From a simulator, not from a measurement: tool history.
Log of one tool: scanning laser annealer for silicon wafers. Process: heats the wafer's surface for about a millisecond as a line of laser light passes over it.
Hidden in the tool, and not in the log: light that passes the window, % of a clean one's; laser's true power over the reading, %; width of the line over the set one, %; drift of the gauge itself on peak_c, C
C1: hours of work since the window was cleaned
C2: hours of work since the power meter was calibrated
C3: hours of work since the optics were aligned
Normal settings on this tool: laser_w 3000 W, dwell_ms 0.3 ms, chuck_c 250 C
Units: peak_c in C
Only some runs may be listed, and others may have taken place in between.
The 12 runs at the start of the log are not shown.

run 13 hour=282.6 | laser_w=3000 dwell_ms=0.23 chuck_c=250 | C1=292 C2=375 C3=919 | peak_c=964
run 14 hour=298.5 | laser_w=3000 dwell_ms=0.3 chuck_c=250 | C1=299 C2=383 C3=926 | peak_c=1070
run 15 hour=319.1 | laser_w=3000 dwell_ms=0.3 chuck_c=250 | C1=309 C2=392 C3=936 | peak_c=1068
run 16 hour=333.1 | laser_w=3000 dwell_ms=0.3 chuck_c=232 | C1=315 C2=399 C3=942 | peak_c=1050
run 17 hour=349.2 | laser_w=3000 dwell_ms=0.271 chuck_c=232 | C1=323 C2=406 C3=950 | peak_c=1009
run 18 hour=368.3 | laser_w=3000 dwell_ms=0.272 chuck_c=250 | C1=332 C2=415 C3=959 | peak_c=1029
run 19 hour=382.7 | laser_w=3000 dwell_ms=0.272 chuck_c=250 | C1=338 C2=422 C3=965 | peak_c=1028
run 20 hour=397.7 | laser_w=3000 dwell_ms=0.25 chuck_c=250 | C1=345 C2=428 C3=972 | peak_c=992
run 21 hour=420 | laser_w=3000 dwell_ms=0.25 chuck_c=250 | C1=355 C2=439 C3=983 | peak_c=993
run 22 hour=442.2 | laser_w=3000 dwell_ms=0.25 chuck_c=250 | C1=366 C2=449 C3=993 | peak_c=994
run 23 hour=470 | laser_w=2710 dwell_ms=0.3 chuck_c=224 | C1=379 C2=462 C3=1006 | peak_c=942
run 24 hour=488.8 | laser_w=2710 dwell_ms=0.3 chuck_c=224 | C1=387 C2=470 C3=1014 | peak_c=941

Run 25, settings as shown, results not yet in. Your forecast:
run 25 hour=518.9 | laser_w=2973 dwell_ms=0.341 chuck_c=245 | C1=401 C2=484 C3=1028 | peak_c=?

Run 25 gave peak_c 1107 C.
If the tool had no hidden condition, the same run with the same run-to-run variation would have returned peak_c 1135 C.
